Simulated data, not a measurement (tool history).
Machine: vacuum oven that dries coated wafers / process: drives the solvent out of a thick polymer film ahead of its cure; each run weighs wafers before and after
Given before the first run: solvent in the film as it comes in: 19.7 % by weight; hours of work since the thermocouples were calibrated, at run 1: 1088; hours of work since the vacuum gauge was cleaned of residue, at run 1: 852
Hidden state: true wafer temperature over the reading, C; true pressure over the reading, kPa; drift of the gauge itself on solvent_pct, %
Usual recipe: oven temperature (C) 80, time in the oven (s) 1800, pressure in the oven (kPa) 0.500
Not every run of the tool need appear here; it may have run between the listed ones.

run   hour  oven temperature (C)  time in the oven (s)  pressure in the oven (kPa)  hours of work since the thermocouples were calibrated  hours of work since the vacuum gauge was cleaned of residue  solvent left in the film (%)
  1    0.0                    80                  1800                       0.500                                                   1088                                                          852                          2.10
  2   32.3                    80                  1800                       0.500                                                   1108                                                          872                          2.03
  3   82.5                    80                  1800                       0.500                                                   1139                                                          903                          2.05
  4  139.9                    80                  1800                       0.500                                                   1175                                                          939                          2.10
  5  176.0                    80                  1800                       0.500                                                   1198                                                          962                          2.11
  6  225.3                    72                  1800                       0.500                                                   1229                                                          993                          4.40
  7  273.8                    72                  1800                       0.500                                                   1259                                                         1023                          4.40
  8  319.6                    72                  1800                       0.280                                                   1288                                                         1052                          3.89
  9  361.8                    94                  1800                       1.434                                                   1314                                                         1078                          1.52
 10  399.9                    72                   960                       0.793                                                   1338                                                         1102                          8.06

For run 11, what comes out?
 11  435.8                    80                  1800                       0.579                                                   1361                                                         1125                             ?

{"run 11": {"solvent left in the film (%)": 2.15}}
Were there no unlogged condition in the tool, this run, its random variation unchanged, would have produced solvent left in the film (%) 2.53.
